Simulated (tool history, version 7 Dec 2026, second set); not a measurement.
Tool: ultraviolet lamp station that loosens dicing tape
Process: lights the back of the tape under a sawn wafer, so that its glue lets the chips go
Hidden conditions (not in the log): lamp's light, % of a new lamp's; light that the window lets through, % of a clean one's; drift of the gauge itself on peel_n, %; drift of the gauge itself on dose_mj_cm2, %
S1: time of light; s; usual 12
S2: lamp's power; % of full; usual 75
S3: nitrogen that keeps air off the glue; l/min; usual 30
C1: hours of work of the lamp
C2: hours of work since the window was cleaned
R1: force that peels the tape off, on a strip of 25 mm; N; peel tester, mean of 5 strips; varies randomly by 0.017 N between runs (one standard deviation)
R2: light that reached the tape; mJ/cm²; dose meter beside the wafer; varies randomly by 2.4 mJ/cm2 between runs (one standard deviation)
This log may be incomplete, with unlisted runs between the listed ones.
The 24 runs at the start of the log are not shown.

{"run": 25, "hour": 735.3, "S1": 12, "S2": 90, "S3": 30, "C1": 252, "C2": 304, "R1": 0.86, "R2": 257}
{"run": 26, "hour": 765.0, "S1": 12, "S2": 90, "S3": 30, "C1": 274, "C2": 326, "R1": 0.901, "R2": 259}
{"run": 27, "hour": 790.5, "S1": 12, "S2": 82, "S3": 26, "C1": 293, "C2": 345, "R1": 1.196, "R2": 232}
{"hour": 822.4, "done": "window cleaned of glue's vapour"}
{"run": 28, "hour": 828.9, "S1": 17, "S2": 91, "S3": 30, "C1": 322, "C2": 5, "R1": 0.284, "R2": 401}
{"run": 29, "hour": 852.4, "S1": 18, "S2": 65, "S3": 15, "C1": 339, "C2": 22, "R1": 1.047, "R2": 303}
{"run": 30, "hour": 879.2, "S1": 14, "S2": 71, "S3": 30, "C1": 359, "C2": 42, "R1": 0.941, "R2": 248}
{"run": 31, "hour": 911.1, "S1": 9, "S2": 79, "S3": 23, "C1": 383, "C2": 66, "R1": 1.986, "R2": 174}
{"run": 32, "hour": 949.4, "S1": 21, "S2": 72, "S3": 10, "C1": 412, "C2": 95, "R1": 0.881, "R2": 367}
{"run": 33, "hour": 980.8, "S1": 21, "S2": 72, "S3": 10, "C1": 435, "C2": 118, "R1": 0.896, "R2": 366}
{"run": 34, "hour": 1013.6, "S1": 11, "S2": 82, "S3": 14, "C1": 460, "C2": 143, "R1": 1.892, "R2": 210}
{"run": 35, "hour": 1052.3, "S1": 20, "S2": 75, "S3": 10, "C1": 489, "C2": 172, "R1": 1.021, "R2": 347}
{"run": 36, "hour": 1078.9, "S1": 20, "S2": 75, "S3": 10, "C1": 508, "C2": 191, "R1": 1.009, "R2": 340}
{"run": 37, "hour": 1113.2, "S1": 20, "S2": 75, "S3": 10, "C1": 534, "C2": 217, "R1": 1.086, "R2": 330}
{"run": 38, "hour": 1134.3, "S1": 10, "S2": 98, "S3": 38, "C1": 550, "C2": 233, "R1": 1.116, "R2": 216}
{"run": 39, "hour": 1172.4, "S1": 12, "S2": 75, "S3": 12, "C1": 578, "C2": 261, "R1": 2.373, "R2": 189}
{"run": 40, "hour": 1211.8, "S1": 7, "S2": 75, "S3": 20, "C1": 608, "C2": 291, "R1": 3.52, "R2": 111}

Forecast each of these 4 alternatives for the next run:
{"run": "A", "hour": 1234.1, "S1": 7, "S2": 75, "S3": 10, "C1": 624, "C2": 307, "R1": "?", "R2": "?"}
{"run": "B", "hour": 1234.1, "S1": 12, "S2": 100, "S3": 30, "C1": 624, "C2": 307, "R1": "?", "R2": "?"}
{"run": "C", "hour": 1234.1, "S1": 14, "S2": 66, "S3": 11, "C1": 624, "C2": 307, "R1": "?", "R2": "?"}
{"run": "D", "hour": 1234.1, "S1": 7, "S2": 75, "S3": 34, "C1": 624, "C2": 307, "R1": "?", "R2": "?"}

run=A R1=4.181 R2=110
run=B R1=0.916 R2=249
run=C R1=2.521 R2=194
run=D R1=3.141 R2=111
What these runs would have given with no unlogged condition in the tool:
run=A R1=3.182 R2=153
run=B R1=0.404 R2=348
run=C R1=1.547 R2=271
run=D R1=2.098 R2=154
